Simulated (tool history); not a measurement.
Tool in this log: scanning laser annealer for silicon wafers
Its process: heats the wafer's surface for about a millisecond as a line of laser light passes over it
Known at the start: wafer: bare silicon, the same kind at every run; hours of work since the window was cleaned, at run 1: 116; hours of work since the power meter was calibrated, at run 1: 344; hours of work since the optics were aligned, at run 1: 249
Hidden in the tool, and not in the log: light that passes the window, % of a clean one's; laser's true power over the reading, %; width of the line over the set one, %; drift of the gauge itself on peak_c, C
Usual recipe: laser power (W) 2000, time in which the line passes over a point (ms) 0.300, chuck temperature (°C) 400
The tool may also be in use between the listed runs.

run,hour,laser power (W),time in which the line passes over a point (ms),chuck temperature (°C),hours of work since the window was cleaned,hours of work since the power meter was calibrated,hours of work since the optics were aligned,highest temperature of the surface (°C)
1,0.0,2000,0.300,400,116,344,249,1166
2,23.6,2000,0.300,400,129,357,263,1164
3,62.5,2000,0.300,400,151,379,285,1168
4,102.1,2000,0.300,400,173,401,307,1168
5,132.0,2000,0.300,400,190,418,324,1167
6,171.0,2000,0.300,400,211,440,345,1163
7,203.6,2159,0.300,400,230,458,364,1221
8,226.7,2000,0.289,400,243,471,377,1151
9,245.4,2000,0.289,400,253,482,387,1149
10,271.9,2000,0.289,379,268,497,402,1129
11,301.4,2000,0.243,400,285,513,419,1085
12,328.1,2000,0.243,400,300,528,434,1085
13,346.8,2000,0.243,400,310,539,444,1082
14,369.7,2000,0.243,400,323,551,457,1085
15,399.8,2000,0.318,400,340,568,474,1183
16,437.7,2000,0.318,400,361,590,495,1182
17,456.3,2000,0.300,400,372,600,506,1158
18,474.2,2000,0.300,400,382,610,516,1161
19,509.2,2000,0.359,400,401,630,535,1229
20,549.9,2000,0.300,400,424,653,558,1158
21,581.1,2044,0.338,400,442,670,576,1220
22,600.1,2000,0.256,398,452,681,586,1095
23,628.2,2000,0.256,398,468,697,602,1094
24,645.9,1773,0.256,398,478,706,612,1022
25,683.4,1773,0.256,398,499,728,633,1020
# hour 687.2: window over the wafer cleaned
26,716.0,1773,0.304,398,16,745,650,1091
27,752.3,1904,0.304,422,37,765,671,1159
28,786.5,2000,0.325,429,56,784,690,1227
29,813.1,1951,0.325,377,71,799,705,1157
30,842.8,2150,0.217,416,87,816,721,1110
31,870.8,2000,0.378,400,103,832,737,1257
32,897.3,2000,0.378,372,118,846,752,1233
33,937.6,1721,0.261,400,141,869,775,1020
34,973.7,2000,0.214,400,161,889,795,1045
35,1011.1,1754,0.277,400,182,910,816,1050
36,1044.2,1754,0.277,400,200,929,834,1051
37,1084.5,1754,0.277,400,223,952,857,1047
38,1115.9,2000,0.300,392,241,969,875,1154
39,1136.3,2000,0.300,392,252,981,886,1152
40,1177.1,1933,0.224,399,275,1003,909,1032

Each row is a separate what-if for the run after 40, all from the same tool condition, not one after another. Results?
A,1198.1,1933,0.262,426,287,1015,921,?
B,1198.1,2000,0.300,368,287,1015,921,?
C,1198.1,2134,0.348,389,287,1015,921,?
D,1198.1,2120,0.259,399,287,1015,921,?
E,1198.1,2000,0.254,375,287,1015,921,?

run,highest temperature of the surface (°C)
A,1118
B,1125
C,1259
D,1146
E,1076
What these runs would have given with no unlogged condition in the tool:
run,highest temperature of the surface (°C)
A,1131
B,1140
C,1275
D,1160
E,1089

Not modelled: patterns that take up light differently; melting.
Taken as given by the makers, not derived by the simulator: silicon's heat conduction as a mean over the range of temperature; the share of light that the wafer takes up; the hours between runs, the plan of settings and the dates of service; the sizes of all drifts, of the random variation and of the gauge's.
